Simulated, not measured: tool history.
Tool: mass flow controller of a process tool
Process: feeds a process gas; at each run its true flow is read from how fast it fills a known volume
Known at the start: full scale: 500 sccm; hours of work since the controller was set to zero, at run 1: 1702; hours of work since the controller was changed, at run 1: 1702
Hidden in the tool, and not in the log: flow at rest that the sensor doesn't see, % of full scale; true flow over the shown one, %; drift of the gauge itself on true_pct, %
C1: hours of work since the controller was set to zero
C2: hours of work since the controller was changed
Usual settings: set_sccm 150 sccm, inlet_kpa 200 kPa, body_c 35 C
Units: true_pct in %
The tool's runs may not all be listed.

Run 1, day 0: usual settings; C1 1702; C2 1702. Result: true_pct 98.98 %.
Run 2, day 15.2: usual settings; C1 1927; C2 1927. Result: true_pct 98.93 %.
Run 3, day 31.412: usual settings but set_sccm 153 sccm; C1 2166; C2 2166. Result: true_pct 99.05 %.
Run 4, day 48.4: usual settings but set_sccm 153 sccm; C1 2418; C2 2418. Result: true_pct 98.94 %.
Run 5, day 60.496: usual settings but set_sccm 153 sccm; C1 2596; C2 2596. Result: true_pct 99.01 %.
Run 6, day 76.979: usual settings but set_sccm 93 sccm; C1 2840; C2 2840. Result: true_pct 98.83 %.
Run 7, day 88.517: usual settings but set_sccm 93 sccm; C1 3011; C2 3011. Result: true_pct 98.79 %.
Run 8, day 96.946: usual settings but set_sccm 93 sccm; C1 3135; C2 3135. Result: true_pct 98.89 %.
Run 9, day 109.354: usual settings; C1 3319; C2 3319. Result: true_pct 99.13 %.
Run 10, day 120.2: usual settings but body_c 38 C; C1 3479; C2 3479. Result: true_pct 99.06 %.
Run 11, day 135.325: usual settings but body_c 38 C; C1 3703; C2 3703. Result: true_pct 99.07 %.
Run 12, day 153.938: usual settings but body_c 38 C; C1 3978; C2 3978. Result: true_pct 98.97 %.
Run 13, day 164.533: usual settings; C1 4135; C2 4135. Result: true_pct 98.83 %.
Run 14, day 173.038: usual settings but body_c 25 C; C1 4261; C2 4261. Result: true_pct 98.57 %.
Run 15, day 181.654: usual settings but body_c 25 C; C1 4388; C2 4388. Result: true_pct 98.7 %.
Run 16, day 195.212: usual settings but body_c 25 C; C1 4588; C2 4588. Result: true_pct 98.58 %.
Run 17, day 206.196: usual settings but body_c 25 C; C1 4751; C2 4751. Result: true_pct 98.57 %.
Run 18, day 213.708: usual settings but body_c 25 C; C1 4862; C2 4862. Result: true_pct 98.7 %.
Run 19, day 230.871: usual settings but inlet_kpa 251 kPa, body_c 27 C; C1 5116; C2 5116. Result: true_pct 98.31 %.
Run 20, day 239.033: usual settings but inlet_kpa 168 kPa, body_c 25 C; C1 5236; C2 5236. Result: true_pct 98.91 %.
Run 21, day 247.862: usual settings but set_sccm 101 sccm, inlet_kpa 174 kPa; C1 5367; C2 5367. Result: true_pct 98.95 %.
Run 22, day 256.688: usual settings but set_sccm 135 sccm, inlet_kpa 223 kPa, body_c 29 C; C1 5497; C2 5497. Result: true_pct 98.47 %.
Run 23, day 272.171: usual settings but set_sccm 135 sccm, inlet_kpa 223 kPa, body_c 29 C; C1 5726; C2 5726. Result: true_pct 98.45 %.
Run 24, day 282.612: usual settings but set_sccm 135 sccm, inlet_kpa 223 kPa, body_c 29 C; C1 5881; C2 5881. Result: true_pct 98.59 %.
Run 25, day 291.538: usual settings but set_sccm 304 sccm, inlet_kpa 229 kPa; C1 6013; C2 6013. Result: true_pct 99.25 %.
At day 294.675: controller exchanged for a calibrated one.
Run 26, day 302.846: usual settings but set_sccm 117 sccm, body_c 31 C; C1 121; C2 121. Result: true_pct 98.69 %.
Run 27, day 315.254: usual settings but set_sccm 450 sccm, inlet_kpa 150 kPa, body_c 23 C; C1 304; C2 304. Result: true_pct 100.09 %.
Run 28, day 324.371: usual settings but set_sccm 450 sccm, inlet_kpa 150 kPa, body_c 23 C; C1 439; C2 439. Result: true_pct 100.1 %.
Run 29, day 336.704: usual settings but set_sccm 120 sccm, inlet_kpa 239 kPa, body_c 25 C; C1 621; C2 621. Result: true_pct 98.38 %.
Run 30, day 352.912: usual settings but set_sccm 120 sccm, inlet_kpa 239 kPa, body_c 25 C; C1 861; C2 861. Result: true_pct 98.36 %.
Run 31, day 370.242: usual settings but set_sccm 120 sccm, inlet_kpa 239 kPa, body_c 25 C; C1 1117; C2 1117. Result: true_pct 98.23 %.
Run 32, day 388.6: usual settings but set_sccm 68 sccm, inlet_kpa 184 kPa, body_c 26 C; C1 1389; C2 1389. Result: true_pct 98.47 %.
Run 33, day 400.779: usual settings but set_sccm 68 sccm, inlet_kpa 184 kPa, body_c 26 C; C1 1569; C2 1569. Result: true_pct 98.54 %.
Run 34, day 416.804: usual settings but set_sccm 68 sccm, inlet_kpa 184 kPa, body_c 26 C; C1 1806; C2 1806. Result: true_pct 98.38 %.
Run 35, day 425.671: usual settings but set_sccm 68 sccm, inlet_kpa 184 kPa, body_c 26 C; C1 1937; C2 1937. Result: true_pct 98.45 %.

5 ways to go on from here, each from the tool as it stands after run 35. What would each give?
Run A, day 433.962: usual settings but set_sccm 83 sccm, inlet_kpa 256 kPa; C1 2060; C2 2060. Result: true_pct ?.
Run B, day 433.962: usual settings but set_sccm 436 sccm, inlet_kpa 148 kPa, body_c 37 C; C1 2060; C2 2060. Result: true_pct ?.
Run C, day 433.962: usual settings but set_sccm 269 sccm, inlet_kpa 249 kPa, body_c 30 C; C1 2060; C2 2060. Result: true_pct ?.
Run D, day 433.962: usual settings but set_sccm 451 sccm, inlet_kpa 270 kPa, body_c 21 C; C1 2060; C2 2060. Result: true_pct ?.
Run E, day 433.962: usual settings but set_sccm 68 sccm, inlet_kpa 268 kPa, body_c 29 C; C1 2060; C2 2060. Result: true_pct ?.

run  true_pct
  A     98.39
  B    100.42
  C     98.85
  D     99.19
  E     98.04
Without the tool's hidden state the same runs would have given:
run  true_pct
  A     98.41
  B    100.43
  C     98.86
  D      99.2
  E     98.06
